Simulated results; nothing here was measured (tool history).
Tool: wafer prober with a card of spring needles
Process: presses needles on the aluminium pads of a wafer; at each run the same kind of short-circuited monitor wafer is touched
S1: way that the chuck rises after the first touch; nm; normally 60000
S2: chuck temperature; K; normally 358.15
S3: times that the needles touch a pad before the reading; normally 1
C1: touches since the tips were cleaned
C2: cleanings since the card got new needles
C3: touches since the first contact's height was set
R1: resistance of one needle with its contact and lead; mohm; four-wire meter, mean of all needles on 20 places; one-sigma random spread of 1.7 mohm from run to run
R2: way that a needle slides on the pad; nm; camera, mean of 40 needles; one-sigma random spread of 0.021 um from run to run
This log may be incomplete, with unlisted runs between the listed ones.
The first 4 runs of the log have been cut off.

run   hour     S1      S2  S3    C1  C2      C3   R1    R2
      36.5  -- tips cleaned on abrasive film
      52.6  -- tips cleaned on abrasive film
  5   53.4  60000  358.15   1   346   7   46549  182  7270
      69.5  -- tips cleaned on abrasive film
  6   69.5  60000  358.15   1     3   8   52879  174  7230
  7   78.4  74000  358.15   1  3548   8   56424  194  8960
      85.6  -- tips cleaned on abrasive film
  8   93.0  67000  358.15   1  2939   9   62158  198  8080
      94.4  -- tips cleaned on abrasive film, once more
  9  101.2  60000  358.15   1  2702  10   65376  204  7200
     110.2  -- tips cleaned on abrasive film
 10  110.2  60000  358.15   1     0  11   68875  175  7190
 11  125.6  60000  358.15   1  6137  11   75012  221  7170
     127.0  -- tips cleaned on abrasive film
 12  142.5  60000  358.15   1  6115  12   81644  223  7160
     143.8  -- tips cleaned on abrasive film
 13  152.9  78000  358.15   1  3608  13   85729  196  9400
     159.7  -- tips cleaned on abrasive film
 14  161.8  60000  358.15   3   821  14   89212  178  7200
     175.6  -- tips cleaned on abrasive film
 15  180.3  60000  358.15   1  1836  15   96515  197  7180
     191.4  -- tips cleaned on abrasive film
 16  194.2  60000  358.15   2  1114  16  101985  181  7140
 17  206.5  60000  335.15   1  5988  16  106859  217  7140
     208.3  -- tips cleaned on abrasive film
 18  220.6  44000  320.15   2  4890  17  112423  215  5180
     224.6  -- tips cleaned on abrasive film
 19  233.7  44000  320.15   2  3605  18  117590  211  5170
     241.8  -- tips cleaned on abrasive film
 20  245.6  79000  381.15   2  1491  19  122252  186  9450
     257.7  -- tips cleaned on abrasive film
 21  257.7  60000  334.15   2     0  20  126999  175  7150
 22  267.7  60000  334.15   2  3962  20  130961  191  7100
     273.9  -- tips cleaned on abrasive film
 23  281.4  60000  334.15   2  2996  21  136377  188  7120

What will run 24 give?
 24  289.2  43000  358.15   1  6061  21  139442   ?   ?

Run 24 measured R1 263 mohm, R2 5040 nm.
Without the tool's hidden state the same run would have given R1 175 mohm, R2 5260 nm.

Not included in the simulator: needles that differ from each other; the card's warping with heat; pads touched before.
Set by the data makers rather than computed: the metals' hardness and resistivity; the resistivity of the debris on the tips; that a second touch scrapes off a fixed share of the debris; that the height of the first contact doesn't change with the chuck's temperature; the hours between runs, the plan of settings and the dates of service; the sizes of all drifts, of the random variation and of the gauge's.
